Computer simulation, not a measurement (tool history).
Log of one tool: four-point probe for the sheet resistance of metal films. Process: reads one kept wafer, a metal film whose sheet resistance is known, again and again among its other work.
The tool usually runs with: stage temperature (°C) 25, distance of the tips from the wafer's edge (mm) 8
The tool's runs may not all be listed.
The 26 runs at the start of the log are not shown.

| run | hour | stage temperature (°C) | distance of the tips from the wafer's edge (mm) | touches since the probe head was changed | hours of work since the stage's thermometer was calibrated | sheet resistance as the instrument gives it (ohm/square) |
|---|---|---|---|---|---|---|
| 27 | 1351.1 | 26 | 45 | 100033 | 813 | 0.478392 |
| 28 | 1394.4 | 22 | 42 | 101107 | 834 | 0.478796 |
| 29 | 1459.7 | 29 | 8 | 102729 | 867 | 0.484295 |
| 30 | 1500.5 | 24 | 36 | 103744 | 888 | 0.478721 |
| 31 | 1566.5 | 32 | 4 | 105382 | 921 | 0.501967 |
| 32 | 1642.2 | 29 | 19 | 107262 | 959 | 0.479011 |
| 33 | 1710.0 | 19 | 65 | 108947 | 993 | 0.478719 |
| 34 | 1761.5 | 29 | 5 | 110224 | 1019 | 0.493717 |
| 35 | 1807.2 | 29 | 5 | 111362 | 1042 | 0.493593 |
| 36 | 1863.9 | 32 | 28 | 112768 | 1070 | 0.477980 |
| 37 | 1909.8 | 18 | 28 | 113909 | 1093 | 0.479220 |
| 38 | 1953.7 | 18 | 8 | 115000 | 1115 | 0.485095 |
| 39 | 2016.5 | 18 | 8 | 116560 | 1147 | 0.485031 |
| 40 | 2085.7 | 21 | 6 | 118277 | 1181 | 0.489835 |
| 41 | 2153.0 | 21 | 6 | 119949 | 1215 | 0.489486 |
| 42 | 2214.4 | 28 | 59 | 121475 | 1246 | 0.477565 |
| 43 | 2279.2 | 28 | 59 | 123084 | 1279 | 0.477663 |
| 44 | 2358.0 | 25 | 12 | 125042 | 1318 | 0.480526 |
| 45 | 2426.1 | 25 | 12 | 126732 | 1352 | 0.480638 |
| 46 | 2474.4 | 25 | 12 | 127930 | 1377 | 0.480500 |

3 ways to go on from here, each from the tool as it stands after run 46. What would each give?
| A | 2541.3 | 25 | 17 | 129593 | 1410 | ? |
| B | 2541.3 | 26 | 64 | 129593 | 1410 | ? |
| C | 2541.3 | 26 | 39 | 129593 | 1410 | ? |

| run | sheet resistance as the instrument gives it (ohm/square) |
|---|---|
| A | 0.478849 |
| B | 0.477699 |
| C | 0.477726 |
Take away the tool's hidden state, keep each run's random variation, and the runs would have read:
| run | sheet resistance as the instrument gives it (ohm/square) |
|---|---|
| A | 0.481028 |
| B | 0.479876 |
| C | 0.479902 |
